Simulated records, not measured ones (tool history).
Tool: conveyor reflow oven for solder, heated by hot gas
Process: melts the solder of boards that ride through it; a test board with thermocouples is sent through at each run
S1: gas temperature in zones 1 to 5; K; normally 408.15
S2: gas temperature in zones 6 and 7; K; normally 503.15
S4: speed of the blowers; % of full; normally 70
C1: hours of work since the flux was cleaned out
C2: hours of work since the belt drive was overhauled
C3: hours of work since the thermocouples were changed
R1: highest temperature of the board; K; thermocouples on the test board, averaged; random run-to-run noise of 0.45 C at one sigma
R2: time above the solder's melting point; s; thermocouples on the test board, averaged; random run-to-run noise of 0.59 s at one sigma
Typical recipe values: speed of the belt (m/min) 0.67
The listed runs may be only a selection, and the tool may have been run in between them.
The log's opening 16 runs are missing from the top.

run 17 hour=1095.9 | S1=408.15 S2=503.15 speed_of_the_belt_(m/min)=0.67 S4=70 | C1=113 C2=1554 C3=316 | R1=487.05 R2=50.6
-- hour=1104.9 belt drive overhauled, speed set with a stopwatch
run 18 hour=1156.9 | S1=420.15 S2=507.15 speed_of_the_belt_(m/min)=0.589 S4=57 | C1=140 C2=25 C3=344 | R1=492.35 R2=67.4
run 19 hour=1249.1 | S1=420.15 S2=507.15 speed_of_the_belt_(m/min)=0.589 S4=57 | C1=185 C2=70 C3=389 | R1=492.75 R2=67.8
-- hour=1285.8 belt drive overhauled, speed set with a stopwatch, once more
run 20 hour=1311.6 | S1=408.15 S2=493.15 speed_of_the_belt_(m/min)=0.67 S4=71 | C1=214 C2=13 C3=417 | R1=477.45 R2=40.6
run 21 hour=1397.3 | S1=408.15 S2=493.15 speed_of_the_belt_(m/min)=0.621 S4=54 | C1=256 C2=54 C3=459 | R1=473.65 R2=39.5
run 22 hour=1451.6 | S1=408.15 S2=503.15 speed_of_the_belt_(m/min)=0.693 S4=61 | C1=282 C2=81 C3=486 | R1=481.75 R2=41.8
run 23 hour=1533 | S1=401.15 S2=503.15 speed_of_the_belt_(m/min)=0.693 S4=64 | C1=322 C2=121 C3=525 | R1=480.35 R2=39.3
run 24 hour=1621.6 | S1=397.15 S2=503.15 speed_of_the_belt_(m/min)=0.67 S4=50 | C1=365 C2=164 C3=569 | R1=474.95 R2=33.3
run 25 hour=1694 | S1=397.15 S2=491.15 speed_of_the_belt_(m/min)=0.623 S4=50 | C1=401 C2=199 C3=604 | R1=467.55 R2=25.4
-- hour=1705.3 flux residue cleaned out of gas plates and filters
run 26 hour=1773.8 | S1=415.15 S2=501.15 speed_of_the_belt_(m/min)=0.657 S4=50 | C1=33 C2=236 C3=640 | R1=481.45 R2=45.9
run 27 hour=1842.6 | S1=408.15 S2=503.15 speed_of_the_belt_(m/min)=0.638 S4=70 | C1=67 C2=270 C3=674 | R1=487.65 R2=54.6
-- hour=1897 thermocouples of zones 6 and 7 changed
run 28 hour=1945 | S1=413.15 S2=494.15 speed_of_the_belt_(m/min)=0.67 S4=65 | C1=116 C2=319 C3=23 | R1=478.95 R2=45.5
run 29 hour=2023.3 | S1=413.15 S2=494.15 speed_of_the_belt_(m/min)=0.67 S4=65 | C1=154 C2=357 C3=62 | R1=478.95 R2=44.7
run 30 hour=2098 | S1=398.15 S2=509.15 speed_of_the_belt_(m/min)=0.651 S4=77 | C1=191 C2=393 C3=98 | R1=493.15 R2=53
run 31 hour=2156.6 | S1=414.15 S2=517.15 speed_of_the_belt_(m/min)=0.651 S4=77 | C1=219 C2=422 C3=127 | R1=501.65 R2=64.3

3 ways to go on from here, each from the tool as it stands after run 31. What would each give?
run A hour=2217.4 | S1=408.15 S2=517.15 speed_of_the_belt_(m/min)=0.713 S4=68 | C1=249 C2=452 C3=157 | R1=? R2=?
run B hour=2217.4 | S1=414.15 S2=517.15 speed_of_the_belt_(m/min)=0.569 S4=59 | C1=249 C2=452 C3=157 | R1=? R2=?
run C hour=2217.4 | S1=414.15 S2=502.15 speed_of_the_belt_(m/min)=0.651 S4=77 | C1=249 C2=452 C3=157 | R1=? R2=?

run=A R1=495.15 R2=51.5
run=B R1=501.65 R2=72.5
run=C R1=488.45 R2=56.3
Had the tool no hidden state, the same runs would have come out as:
run=A R1=497.55 R2=53
run=B R1=503.35 R2=73.4
run=C R1=490.25 R2=57.9
